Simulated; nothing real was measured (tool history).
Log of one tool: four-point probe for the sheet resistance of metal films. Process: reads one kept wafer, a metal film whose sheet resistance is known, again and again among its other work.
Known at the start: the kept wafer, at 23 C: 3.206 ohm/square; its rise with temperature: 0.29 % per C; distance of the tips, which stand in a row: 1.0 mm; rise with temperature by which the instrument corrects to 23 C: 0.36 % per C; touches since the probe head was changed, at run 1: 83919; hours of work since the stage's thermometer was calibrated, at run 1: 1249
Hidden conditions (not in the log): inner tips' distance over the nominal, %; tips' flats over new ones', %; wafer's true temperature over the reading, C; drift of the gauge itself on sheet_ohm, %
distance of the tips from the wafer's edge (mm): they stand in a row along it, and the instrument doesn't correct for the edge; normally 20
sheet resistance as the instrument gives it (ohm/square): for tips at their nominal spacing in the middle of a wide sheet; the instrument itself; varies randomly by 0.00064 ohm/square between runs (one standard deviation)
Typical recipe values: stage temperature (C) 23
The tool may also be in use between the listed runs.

run   hour  stage temperature (C)  distance of the tips from the wafer's edge (mm)  touches since the probe head was changed  hours of work since the stage's thermometer was calibrated  sheet resistance as the instrument gives it (ohm/square)
  1      0                     23                                               20                                     83919                                                        1249                                                  3.208918
  2   78.9                     23                                               20                                     86617                                                        1283                                                  3.210075
  3  146.1                     23                                               20                                     88919                                                        1312                                                  3.211683
  4  250.8                     23                                               20                                     92501                                                        1358                                                  3.209489
  5  330.1                     23                                               20                                     95214                                                        1392                                                  3.210559
  6  385.1                     23                                               20                                     97098                                                        1416                                                  3.210878
  7  470.8                     23                                                5                                    100031                                                        1454                                                  3.273406
     483.6  -- stage's thermometer calibrated
  8  531.5                     21                                                7                                    102089                                                          21                                                  3.245005
  9  577.5                     21                                                7                                    103663                                                          41                                                   3.24562
 10  659.6                     21                                                7                                    106473                                                          77                                                   3.24533
 11  762.1                     21                                                7                                    109981                                                         121                                                  3.244956
 12  859.3                     20                                               40                                    113308                                                         163                                                  3.214287
 13    903                     19                                               58                                    114801                                                         182                                                  3.215956

4 options for the next run, each taken on its own from the tool as it stands now. Forecast them:
  A   961                     29                                               17                                    116786                                                         208                                                         ?
  B   961                     28                                                5                                    116786                                                         208                                                         ?
  C   961                     22                                               12                                    116786                                                         208                                                         ?
  D   961                     23                                                5                                    116786                                                         208                                                         ?

run  sheet resistance as the instrument gives it (ohm/square)
  A                                                  3.198636
  B                                                  3.262875
  C                                                  3.220737
  D                                                  3.273141
Stripped of hidden state, with their random variation kept, the same runs would have yielded:
run  sheet resistance as the instrument gives it (ohm/square)
  A                                                  3.198644
  B                                                  3.262883
  C                                                  3.220745
  D                                                  3.273149
